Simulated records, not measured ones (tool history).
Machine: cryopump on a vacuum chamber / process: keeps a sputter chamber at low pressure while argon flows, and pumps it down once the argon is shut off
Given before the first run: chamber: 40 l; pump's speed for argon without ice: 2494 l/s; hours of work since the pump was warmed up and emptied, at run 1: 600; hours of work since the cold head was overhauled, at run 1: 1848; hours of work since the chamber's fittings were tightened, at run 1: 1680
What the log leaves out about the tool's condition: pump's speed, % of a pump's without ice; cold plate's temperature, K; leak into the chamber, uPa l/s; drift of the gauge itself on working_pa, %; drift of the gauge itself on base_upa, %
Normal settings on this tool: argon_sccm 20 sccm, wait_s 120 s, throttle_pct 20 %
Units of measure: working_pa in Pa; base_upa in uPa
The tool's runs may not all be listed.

run     day  argon_sccm  wait_s  throttle_pct  hours of work since the pump was warmed up and emptied  hours of work since the cold head was overhauled  hours of work since the chamber's fittings were tightened  working_pa  base_upa
  1       0          20     120            20                                                     600                                              1848                                                       1680      0.0695      1.28
  2   2.438          20     120            20                                                     643                                              1891                                                       1722      0.0692       1.3
  3   4.921          20     120            59                                                     686                                              1934                                                       1766       0.025      1.33
  4   7.896          20     120            59                                                     738                                              1985                                                       1817      0.0262      1.31
  5   9.954          20     120            42                                                     773                                              2021                                                       1853      0.0355      1.35
  6  11.633          20     120            42                                                     803                                              2050                                                       1882      0.0353      1.43
  7  14.646          25     120            42                                                     855                                              2103                                                       1935      0.0436      1.46
  8  16.192          20      38            20                                                     882                                              2130                                                       1961      0.0714      1.81
  9  19.204          14     218            29                                                     934                                              2182                                                       2014      0.0357      1.53
 10  21.988          10      61            32                                                     982                                              2230                                                       2062      0.0229      1.79
 11  24.592          14      51            20                                                    1028                                              2276                                                       2107        0.05      1.87

The logged runs with the hidden state left out (each run's random variation unchanged):
run  working_pa  base_upa
  1      0.0673      0.28
  2      0.0669      0.24
  3      0.0225      0.23
  4      0.0235      0.23
  5      0.0326      0.23
  6      0.0322      0.25
  7      0.0394      0.22
  8      0.0679      0.55
  9      0.0331       0.2
 10      0.0209      0.39
 11      0.0471      0.42
